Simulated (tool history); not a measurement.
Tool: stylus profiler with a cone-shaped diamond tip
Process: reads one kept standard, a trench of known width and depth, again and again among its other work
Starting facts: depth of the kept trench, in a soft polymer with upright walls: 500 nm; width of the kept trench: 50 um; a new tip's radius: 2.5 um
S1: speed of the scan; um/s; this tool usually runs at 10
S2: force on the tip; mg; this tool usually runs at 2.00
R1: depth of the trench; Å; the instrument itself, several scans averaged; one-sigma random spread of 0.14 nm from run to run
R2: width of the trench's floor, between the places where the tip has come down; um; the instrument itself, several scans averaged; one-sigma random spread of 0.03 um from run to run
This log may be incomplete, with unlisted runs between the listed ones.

run	hour	S1	S2	R1	R2
1	0.0	10	2.00	5051.3	46.79
2	16.7	3	2.00	5050.7	46.81
3	24.7	3	2.00	5052.4	46.80
4	39.3	6	2.00	5050.5	46.81
5	51.9	6	2.00	5052.0	46.77
# hour 54.1: height scale calibrated on a step standard
6	65.8	6	2.00	5054.9	46.83
7	74.2	2	2.00	5053.7	46.79
8	86.3	2	2.00	5053.1	46.75
9	95.8	2	1.19	5038.0	46.74
10	108.7	10	0.78	5034.2	46.78

Branching from run 10: 3 alternative next runs. What would each branch give?
A	117.1	7	3.45	?	?
B	117.1	5	3.40	?	?
C	117.1	8	5.12	?	?

run	R1	R2
A	5070.4	46.77
B	5069.9	46.78
C	5091.4	46.77
Had the tool no hidden state, the same runs would have come out as:
run	R1	R2
A	5058.2	47.00
B	5057.7	47.01
C	5079.1	46.99
